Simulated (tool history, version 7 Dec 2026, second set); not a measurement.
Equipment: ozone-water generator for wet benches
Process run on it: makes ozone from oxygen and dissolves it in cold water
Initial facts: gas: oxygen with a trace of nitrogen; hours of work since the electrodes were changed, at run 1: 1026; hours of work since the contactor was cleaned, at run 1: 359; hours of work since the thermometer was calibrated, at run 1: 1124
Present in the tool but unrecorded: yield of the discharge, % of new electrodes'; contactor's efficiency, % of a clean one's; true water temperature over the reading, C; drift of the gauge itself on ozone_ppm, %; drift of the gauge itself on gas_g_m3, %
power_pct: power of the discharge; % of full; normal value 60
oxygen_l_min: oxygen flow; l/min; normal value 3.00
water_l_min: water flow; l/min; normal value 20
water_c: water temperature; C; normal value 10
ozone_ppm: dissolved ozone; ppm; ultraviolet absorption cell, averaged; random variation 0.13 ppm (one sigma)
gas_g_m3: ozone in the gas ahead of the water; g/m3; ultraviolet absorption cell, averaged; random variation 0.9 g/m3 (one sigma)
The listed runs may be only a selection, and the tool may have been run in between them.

run   hour  power_pct  oxygen_l_min  water_l_min  water_c  hours of work since the electrodes were changed  hours of work since the contactor was cleaned  hours of work since the thermometer was calibrated  ozone_ppm  gas_g_m3
  1    0.0         60          3.00           20       10                                             1026                                            359                                                1124       13.6     145.7
  2   26.8         60          3.00           20       10                                             1044                                            376                                                1141       13.7     146.4
  3   57.4         60          3.00           20       10                                             1063                                            396                                                1160       13.9     147.1
  4  107.8         60          3.00           20       10                                             1095                                            428                                                1193       13.6     145.2
  5  160.0         60          3.00           20       10                                             1129                                            462                                                1226       13.8     147.2
  6  203.2         60          3.00           20       10                                             1157                                            489                                                1254       13.6     147.8
  7  254.5         60          1.98           20       10                                             1189                                            522                                                1286       11.7     170.7
  8  299.0         76          3.00           20       10                                             1218                                            551                                                1315       16.2     173.5
  9  323.7         76          3.00           25       10                                             1234                                            567                                                1331       13.6     176.2
 10  359.6         76          3.00           25       10                                             1257                                            590                                                1354       13.6     173.0
 11  387.4         60          3.00           20       10                                             1274                                            607                                                1372       13.7     145.5
 12  435.1         54          3.00           20       10                                             1305                                            638                                                1402       12.5     133.2
 13  461.7         54          3.00           20       10                                             1322                                            655                                                1419       12.7     134.0
 14  500.9         54          3.00           20       10                                             1347                                            680                                                1444       12.7     136.1
 15  539.1         60          3.00           32       10                                             1372                                            704                                                1469        9.0     144.3
 16  562.1         60          3.00           32       10                                             1386                                            719                                                1483        9.0     144.3
 17  614.0         88          1.60           20        9                                             1419                                            752                                                1517       14.2     243.7
 18  654.8         60          3.00           12       14                                             1446                                            778                                                1543       19.3     143.4
 19  686.9         50          4.02           23       14                                             1466                                            799                                                1563       11.3     111.8
 20  710.1         67          3.00           17       10                                             1481                                            814                                                1578       16.9     156.3
 21  760.4         72          2.75           24        8                                             1513                                            846                                                1610       13.0     171.8
 22  814.6         72          2.57           24        8                                             1548                                            881                                                1645       12.6     176.6
 23  857.8         55          3.00           20        6                                             1576                                            908                                                1673       12.9     133.1
 24  913.4         55          3.00           20        6                                             1611                                            944                                                1708       13.1     135.6

What does the tool deliver on the next run?
 25  968.8         60          3.00           20       11                                             1647                                            979                                                1744          ?         ?

ozone_ppm: 13.3 ppm
gas_g_m3: 144.9 g/m3
With no hidden state in the tool, this same run would have given ozone_ppm 14.1 ppm, gas_g_m3 151.5 g/m3.

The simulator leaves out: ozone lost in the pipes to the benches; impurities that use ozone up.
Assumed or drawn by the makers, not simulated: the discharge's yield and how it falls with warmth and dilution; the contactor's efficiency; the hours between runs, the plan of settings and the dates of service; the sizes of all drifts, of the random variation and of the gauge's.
